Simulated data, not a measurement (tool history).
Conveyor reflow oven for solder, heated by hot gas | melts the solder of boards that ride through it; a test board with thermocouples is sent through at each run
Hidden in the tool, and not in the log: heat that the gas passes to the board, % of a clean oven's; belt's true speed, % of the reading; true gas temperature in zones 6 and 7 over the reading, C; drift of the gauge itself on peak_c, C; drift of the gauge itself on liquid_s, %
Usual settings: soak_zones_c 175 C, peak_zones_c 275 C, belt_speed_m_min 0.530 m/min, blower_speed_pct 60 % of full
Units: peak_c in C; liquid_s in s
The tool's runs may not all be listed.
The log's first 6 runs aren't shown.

run,hour,soak_zones_c,peak_zones_c,belt_speed_m_min,blower_speed_pct,hours of work since the flux was cleaned out,hours of work since the belt drive was overhauled,hours of work since the thermocouples were changed,peak_c,liquid_s
# hour 252.4: belt drive overhauled, speed set with a stopwatch
7,267.8,175,275,0.591,60,258,7,938,251.42,43.99
8,310.3,175,275,0.591,60,278,27,958,251.48,43.95
9,370.3,175,275,0.591,60,306,55,986,251.60,43.93
# hour 412.6: thermocouples of zones 6 and 7 changed
10,427.6,175,268,0.530,60,332,81,7,250.26,49.05
11,460.1,175,268,0.530,60,347,96,22,250.05,49.04
12,521.3,175,275,0.530,60,376,125,51,255.97,52.58
13,578.4,190,275,0.530,60,403,151,77,258.97,59.50
# hour 597.6: flux residue cleaned out of gas plates and filters
14,612.9,175,275,0.530,60,7,165,91,255.25,51.89
15,645.8,175,275,0.430,60,22,180,107,261.75,70.02
16,701.7,175,275,0.430,60,49,207,133,261.60,69.90
17,739.8,169,274,0.588,71,66,224,150,251.57,43.01
# hour 797.0: flux residue cleaned out of gas plates and filters, once more
18,807.2,169,274,0.588,71,5,253,180,254.20,44.97
19,852.3,168,268,0.454,71,26,275,201,256.82,61.66
20,887.3,176,281,0.530,87,42,291,217,268.25,59.75
21,933.6,189,281,0.530,55,64,312,239,262.93,61.25
22,962.1,180,275,0.530,68,77,326,252,259.55,56.83
23,1016.7,180,275,0.530,68,103,351,277,259.34,56.69
24,1070.3,180,275,0.530,68,128,376,302,259.24,56.67
25,1133.9,180,275,0.530,68,157,406,332,259.10,56.62
26,1184.2,180,275,0.530,68,181,430,356,259.01,56.53
27,1217.6,180,275,0.530,68,196,445,371,259.01,56.64
28,1254.2,180,275,0.530,68,213,462,388,259.21,56.58
29,1310.2,175,269,0.530,52,240,488,414,248.30,47.50
30,1370.6,175,275,0.457,64,268,517,443,261.60,65.78

Forecast each of these 3 alternatives for the next run:
A,1426.5,178,285,0.527,64,294,543,469,?,?
B,1426.5,186,273,0.457,64,294,543,469,?,?
C,1426.5,169,286,0.530,67,294,543,469,?,?

run,peak_c,liquid_s
A,266.15,59.52
B,261.03,69.80
C,266.08,56.55
Without the tool's hidden state the same runs would have given:
run,peak_c,liquid_s
A,267.78,60.19
B,262.29,70.38
C,267.85,57.33

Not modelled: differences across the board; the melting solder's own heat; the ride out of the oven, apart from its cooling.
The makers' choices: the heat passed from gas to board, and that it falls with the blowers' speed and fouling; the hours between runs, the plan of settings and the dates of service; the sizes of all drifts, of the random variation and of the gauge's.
